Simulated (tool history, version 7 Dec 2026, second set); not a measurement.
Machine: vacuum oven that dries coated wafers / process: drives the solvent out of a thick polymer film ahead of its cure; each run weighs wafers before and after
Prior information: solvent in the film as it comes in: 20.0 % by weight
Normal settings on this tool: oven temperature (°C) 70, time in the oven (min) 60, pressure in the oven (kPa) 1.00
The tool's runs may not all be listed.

| run | hour | oven temperature (°C) | time in the oven (min) | pressure in the oven (kPa) | solvent left in the film (%) |
|---|---|---|---|---|---|
| 1 | 0.0 | 70 | 60 | 1.00 | 3.97 |
| 2 | 5.6 | 70 | 60 | 1.00 | 3.96 |
| 3 | 14.4 | 70 | 60 | 1.00 | 3.82 |
| 4 | 26.1 | 70 | 60 | 1.60 | 4.24 |
| 5 | 37.5 | 70 | 60 | 1.60 | 4.18 |
|  | 47.0 | oven's thermocouples calibrated |
| 6 | 48.3 | 70 | 60 | 0.70 | 4.14 |
| 7 | 56.5 | 70 | 60 | 0.70 | 4.14 |
| 8 | 66.5 | 70 | 60 | 0.70 | 4.22 |
| 9 | 79.1 | 70 | 60 | 0.70 | 4.19 |
| 10 | 88.5 | 70 | 60 | 0.70 | 4.23 |
| 11 | 95.5 | 70 | 60 | 1.00 | 4.35 |
| 12 | 102.7 | 70 | 60 | 1.00 | 4.31 |
| 13 | 111.7 | 70 | 60 | 1.00 | 4.36 |
| 14 | 123.2 | 70 | 60 | 1.00 | 4.37 |
| 15 | 128.9 | 70 | 60 | 1.00 | 4.37 |
| 16 | 135.4 | 70 | 60 | 1.00 | 4.36 |
| 17 | 141.5 | 70 | 60 | 1.00 | 4.37 |
| 18 | 152.6 | 79 | 60 | 1.00 | 1.56 |
| 19 | 163.4 | 79 | 60 | 1.00 | 1.40 |
| 20 | 171.2 | 61 | 60 | 1.00 | 8.37 |
| 21 | 184.2 | 61 | 60 | 1.00 | 8.37 |
| 22 | 189.8 | 70 | 78 | 1.00 | 3.12 |
| 23 | 203.2 | 70 | 78 | 1.00 | 3.13 |
| 24 | 212.7 | 70 | 78 | 1.00 | 3.11 |
| 25 | 219.0 | 76 | 59 | 1.00 | 2.29 |
| 26 | 228.7 | 76 | 31 | 1.14 | 5.56 |
| 27 | 241.6 | 76 | 31 | 1.14 | 5.55 |
| 28 | 248.0 | 77 | 53 | 3.40 | 3.77 |
| 29 | 258.7 | 82 | 60 | 1.68 | 1.32 |
| 30 | 267.3 | 80 | 42 | 1.00 | 2.45 |
| 31 | 272.7 | 84 | 42 | 1.00 | 1.49 |
| 32 | 284.5 | 84 | 42 | 1.00 | 1.38 |
|  | 286.6 | vacuum gauge cleaned of residue and calibrated |
| 33 | 294.4 | 84 | 42 | 1.00 | 1.51 |
| 34 | 304.2 | 84 | 31 | 3.20 | 3.43 |
| 35 | 312.9 | 84 | 31 | 3.20 | 3.41 |
| 36 | 321.2 | 84 | 31 | 3.20 | 3.38 |
| 37 | 331.0 | 83 | 60 | 1.00 | 0.91 |
| 38 | 343.3 | 83 | 60 | 1.00 | 0.95 |
|  | 348.2 | vacuum gauge cleaned of residue and calibrated, once more |
| 39 | 350.3 | 79 | 60 | 1.56 | 1.75 |
| 40 | 357.6 | 58 | 66 | 1.19 | 9.17 |
| 41 | 368.9 | 59 | 60 | 1.19 | 9.28 |
| 42 | 381.9 | 66 | 60 | 1.19 | 6.08 |
| 43 | 393.3 | 66 | 60 | 1.19 | 6.20 |
| 44 | 398.7 | 76 | 63 | 1.01 | 1.98 |
| 45 | 405.5 | 79 | 38 | 3.23 | 4.23 |
| 46 | 418.2 | 57 | 60 | 2.43 | 11.07 |
| 47 | 431.0 | 70 | 31 | 1.42 | 8.13 |
| 48 | 439.5 | 78 | 31 | 1.07 | 4.53 |

3 ways to go on from here, each from the tool as it stands after run 48. What would each give?
| A | 450.8 | 70 | 44 | 1.00 | ? |
| B | 450.8 | 66 | 31 | 1.07 | ? |
| C | 450.8 | 78 | 46 | 1.07 | ? |

| run | solvent left in the film (%) |
|---|---|
| A | 5.96 |
| B | 9.59 |
| C | 2.62 |
Stripped of hidden state, with their random variation kept, the same runs would have yielded:
| run | solvent left in the film (%) |
|---|---|
| A | 6.07 |
| B | 9.69 |
| C | 2.69 |
